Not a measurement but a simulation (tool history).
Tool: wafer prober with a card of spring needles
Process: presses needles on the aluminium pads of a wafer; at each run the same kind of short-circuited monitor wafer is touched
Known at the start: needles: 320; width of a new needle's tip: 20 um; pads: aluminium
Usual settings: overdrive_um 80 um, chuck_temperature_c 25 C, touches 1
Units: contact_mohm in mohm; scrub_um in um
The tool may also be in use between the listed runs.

| run | day | overdrive_um | chuck_temperature_c | touches | contact_mohm | scrub_um |
|---|---|---|---|---|---|---|
| 1 | 0 | 80 | 25 | 1 | 193 | 9.89 |
|  | 0.35 | tips cleaned on abrasive film |
| 2 | 0.367 | 62 | 25 | 1 | 203 | 7.55 |
|  | 0.692 | tips cleaned on abrasive film |
| 3 | 0.75 | 80 | 25 | 1 | 198 | 10.01 |
|  | 1.033 | tips cleaned on abrasive film |
| 4 | 1.033 | 80 | 25 | 1 | 194 | 9.93 |
|  | 1.396 | tips cleaned on abrasive film |
| 5 | 1.408 | 80 | 39 | 1 | 201 | 9.89 |
| 6 | 1.617 | 80 | 39 | 1 | 203 | 9.8 |
|  | 1.742 | tips cleaned on abrasive film |
| 7 | 1.804 | 80 | 39 | 1 | 202 | 9.8 |
|  | 2.092 | tips cleaned on abrasive film |
| 8 | 2.121 | 80 | 39 | 1 | 199 | 9.95 |
|  | 2.433 | tips cleaned on abrasive film |
| 9 | 2.492 | 96 | 25 | 1 | 191 | 11.86 |
|  | 2.775 | tips cleaned on abrasive film |
| 10 | 2.8 | 80 | 25 | 2 | 198 | 9.88 |
| 11 | 2.996 | 80 | 25 | 2 | 201 | 9.84 |
|  | 3.117 | tips cleaned on abrasive film |
| 12 | 3.188 | 80 | 68 | 1 | 209 | 9.72 |
|  | 3.462 | tips cleaned on abrasive film |
| 13 | 3.55 | 80 | 55 | 1 | 208 | 9.76 |
| 14 | 3.788 | 80 | 55 | 1 | 210 | 9.77 |
|  | 3.817 | tips cleaned on abrasive film |
| 15 | 3.971 | 80 | 55 | 1 | 207 | 9.78 |
|  | 4.162 | tips cleaned on abrasive film |
| 16 | 4.275 | 95 | 65 | 2 | 200 | 11.72 |
|  | 4.5 | tips cleaned on abrasive film |
| 17 | 4.642 | 100 | 28 | 1 | 198 | 12.29 |
| 18 | 4.804 | 100 | 28 | 1 | 195 | 12.28 |
|  | 4.846 | tips cleaned on abrasive film |
|  | 5.188 | tips cleaned on abrasive film |
| 19 | 5.188 | 80 | 27 | 3 | 195 | 9.71 |
| 20 | 5.362 | 80 | 27 | 3 | 199 | 9.66 |
|  | 5.533 | tips cleaned on abrasive film |
| 21 | 5.571 | 85 | 27 | 2 | 192 | 10.23 |
| 22 | 5.771 | 85 | 49 | 1 | 206 | 10.39 |
|  | 5.896 | tips cleaned on abrasive film |
| 23 | 6.15 | 78 | 25 | 1 | 204 | 9.55 |

Forecast each of these 4 alternatives for the next run:
|  | 6.25 | tips cleaned on abrasive film |
| A | 6.321 | 90 | 60 | 3 | ? | ? |
|  | 6.25 | tips cleaned on abrasive film |
| B | 6.321 | 89 | 78 | 1 | ? | ? |
|  | 6.25 | tips cleaned on abrasive film |
| C | 6.321 | 78 | 77 | 1 | ? | ? |
|  | 6.25 | tips cleaned on abrasive film |
| D | 6.321 | 80 | 32 | 2 | ? | ? |

| run | contact_mohm | scrub_um |
|---|---|---|
| A | 202 | 10.89 |
| B | 207 | 10.77 |
| C | 208 | 9.44 |
| D | 195 | 9.65 |
Without the tool's hidden state the same runs would have given:
| run | contact_mohm | scrub_um |
|---|---|---|
| A | 199 | 11.53 |
| B | 203 | 11.42 |
| C | 203 | 10.08 |
| D | 192 | 10.29 |

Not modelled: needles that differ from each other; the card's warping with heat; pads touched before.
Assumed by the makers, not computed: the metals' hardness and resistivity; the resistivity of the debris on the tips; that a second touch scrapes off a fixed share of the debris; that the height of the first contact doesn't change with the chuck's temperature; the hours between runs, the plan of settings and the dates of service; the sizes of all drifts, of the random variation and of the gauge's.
